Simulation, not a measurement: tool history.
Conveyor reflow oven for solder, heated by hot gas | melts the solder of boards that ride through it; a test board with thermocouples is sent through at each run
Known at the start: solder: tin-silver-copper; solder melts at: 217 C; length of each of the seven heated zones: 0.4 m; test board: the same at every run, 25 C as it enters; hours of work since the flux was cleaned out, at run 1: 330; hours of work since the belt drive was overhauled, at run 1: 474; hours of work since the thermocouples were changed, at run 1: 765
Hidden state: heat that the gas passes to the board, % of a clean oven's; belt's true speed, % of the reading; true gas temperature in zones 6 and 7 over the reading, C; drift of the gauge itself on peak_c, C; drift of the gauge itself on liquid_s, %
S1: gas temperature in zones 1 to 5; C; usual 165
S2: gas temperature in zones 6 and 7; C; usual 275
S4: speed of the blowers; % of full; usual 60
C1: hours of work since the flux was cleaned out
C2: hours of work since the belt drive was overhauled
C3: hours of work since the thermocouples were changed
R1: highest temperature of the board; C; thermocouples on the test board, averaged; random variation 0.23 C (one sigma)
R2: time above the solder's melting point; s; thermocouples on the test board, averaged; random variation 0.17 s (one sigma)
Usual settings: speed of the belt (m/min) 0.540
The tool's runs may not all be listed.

run 1 hour=0.0 | S1=165 S2=275 speed_of_the_belt_(m/min)=0.540 S4=60 | C1=330 C2=474 C3=765 | R1=256.4 R2=67.0
run 2 hour=14.0 | S1=165 S2=275 speed_of_the_belt_(m/min)=0.540 S4=60 | C1=341 C2=484 C3=775 | R1=256.5 R2=67.1
run 3 hour=25.5 | S1=165 S2=275 speed_of_the_belt_(m/min)=0.540 S4=60 | C1=349 C2=492 C3=784 | R1=256.0 R2=66.4
run 4 hour=49.8 | S1=165 S2=275 speed_of_the_belt_(m/min)=0.540 S4=60 | C1=367 C2=510 C3=801 | R1=256.1 R2=66.9
run 5 hour=72.5 | S1=165 S2=267 speed_of_the_belt_(m/min)=0.540 S4=60 | C1=383 C2=526 C3=818 | R1=248.7 R2=60.5
run 6 hour=89.7 | S1=165 S2=267 speed_of_the_belt_(m/min)=0.540 S4=60 | C1=396 C2=539 C3=830 | R1=248.8 R2=60.8
-- hour=99.8 thermocouples of zones 6 and 7 changed
run 7 hour=114.2 | S1=165 S2=267 speed_of_the_belt_(m/min)=0.540 S4=60 | C1=412 C2=555 C3=10 | R1=249.8 R2=61.4
-- hour=133.8 flux residue cleaned out of gas plates and filters
run 8 hour=144.2 | S1=169 S2=275 speed_of_the_belt_(m/min)=0.540 S4=60 | C1=8 C2=574 C3=29 | R1=260.5 R2=72.1
run 9 hour=166.0 | S1=169 S2=275 speed_of_the_belt_(m/min)=0.540 S4=60 | C1=24 C2=589 C3=45 | R1=260.3 R2=71.7
run 10 hour=185.1 | S1=165 S2=275 speed_of_the_belt_(m/min)=0.540 S4=60 | C1=37 C2=603 C3=59 | R1=259.4 R2=69.5
run 11 hour=199.9 | S1=165 S2=282 speed_of_the_belt_(m/min)=0.540 S4=60 | C1=48 C2=614 C3=69 | R1=265.9 R2=73.7
run 12 hour=211.8 | S1=165 S2=282 speed_of_the_belt_(m/min)=0.540 S4=60 | C1=57 C2=623 C3=78 | R1=265.8 R2=73.7
run 13 hour=228.3 | S1=165 S2=282 speed_of_the_belt_(m/min)=0.540 S4=60 | C1=69 C2=635 C3=90 | R1=265.5 R2=73.5
run 14 hour=248.2 | S1=165 S2=282 speed_of_the_belt_(m/min)=0.540 S4=60 | C1=83 C2=649 C3=104 | R1=265.7 R2=73.9
run 15 hour=261.4 | S1=165 S2=275 speed_of_the_belt_(m/min)=0.540 S4=60 | C1=93 C2=659 C3=114 | R1=259.0 R2=69.4
run 16 hour=286.2 | S1=165 S2=275 speed_of_the_belt_(m/min)=0.540 S4=60 | C1=111 C2=677 C3=132 | R1=258.7 R2=69.2
run 17 hour=313.4 | S1=165 S2=275 speed_of_the_belt_(m/min)=0.540 S4=60 | C1=131 C2=697 C3=152 | R1=258.2 R2=69.2
run 18 hour=326.2 | S1=156 S2=278 speed_of_the_belt_(m/min)=0.540 S4=51 | C1=140 C2=706 C3=161 | R1=256.1 R2=63.8
run 19 hour=351.6 | S1=175 S2=278 speed_of_the_belt_(m/min)=0.506 S4=66 | C1=159 C2=724 C3=180 | R1=266.1 R2=83.5
run 20 hour=371.8 | S1=168 S2=275 speed_of_the_belt_(m/min)=0.450 S4=60 | C1=173 C2=739 C3=194 | R1=264.1 R2=90.1
run 21 hour=398.9 | S1=158 S2=266 speed_of_the_belt_(m/min)=0.450 S4=60 | C1=193 C2=759 C3=214 | R1=254.4 R2=78.7
run 22 hour=410.1 | S1=155 S2=287 speed_of_the_belt_(m/min)=0.568 S4=60 | C1=201 C2=767 C3=222 | R1=265.4 R2=66.6
run 23 hour=434.3 | S1=159 S2=269 speed_of_the_belt_(m/min)=0.540 S4=64 | C1=219 C2=785 C3=240 | R1=252.7 R2=62.5
run 24 hour=454.3 | S1=159 S2=269 speed_of_the_belt_(m/min)=0.540 S4=64 | C1=233 C2=799 C3=254 | R1=252.6 R2=62.4
run 25 hour=467.5 | S1=165 S2=275 speed_of_the_belt_(m/min)=0.592 S4=56 | C1=243 C2=809 C3=264 | R1=253.0 R2=57.7
run 26 hour=483.7 | S1=165 S2=275 speed_of_the_belt_(m/min)=0.592 S4=56 | C1=255 C2=821 C3=276 | R1=252.9 R2=57.7
run 27 hour=502.1 | S1=159 S2=275 speed_of_the_belt_(m/min)=0.630 S4=56 | C1=268 C2=834 C3=289 | R1=248.4 R2=48.3
run 28 hour=517.3 | S1=159 S2=275 speed_of_the_belt_(m/min)=0.630 S4=56 | C1=279 C2=845 C3=300 | R1=248.7 R2=48.3
run 29 hour=544.5 | S1=165 S2=274 speed_of_the_belt_(m/min)=0.558 S4=60 | C1=299 C2=865 C3=320 | R1=254.8 R2=64.1
run 30 hour=562.6 | S1=165 S2=274 speed_of_the_belt_(m/min)=0.558 S4=60 | C1=312 C2=878 C3=333 | R1=255.0 R2=63.7
run 31 hour=580.7 | S1=157 S2=274 speed_of_the_belt_(m/min)=0.558 S4=88 | C1=325 C2=891 C3=346 | R1=260.5 R2=67.0
run 32 hour=600.2 | S1=157 S2=274 speed_of_the_belt_(m/min)=0.617 S4=73 | C1=340 C2=905 C3=361 | R1=253.3 R2=53.9

3 ways to go on from here, each from the tool as it stands after run 32. What would each give?
run A hour=613.9 | S1=167 S2=287 speed_of_the_belt_(m/min)=0.521 S4=73 | C1=350 C2=915 C3=371 | R1=? R2=?
run B hour=613.9 | S1=158 S2=282 speed_of_the_belt_(m/min)=0.647 S4=60 | C1=350 C2=915 C3=371 | R1=? R2=?
run C hour=613.9 | S1=168 S2=282 speed_of_the_belt_(m/min)=0.617 S4=55 | C1=350 C2=915 C3=371 | R1=? R2=?

run=A R1=272.4 R2=81.1
run=B R1=254.1 R2=50.7
run=C R1=256.2 R2=58.5
Without the tool's hidden state the same runs would have given:
run=A R1=276.1 R2=82.2
run=B R1=258.3 R2=53.5
run=C R1=259.8 R2=60.7
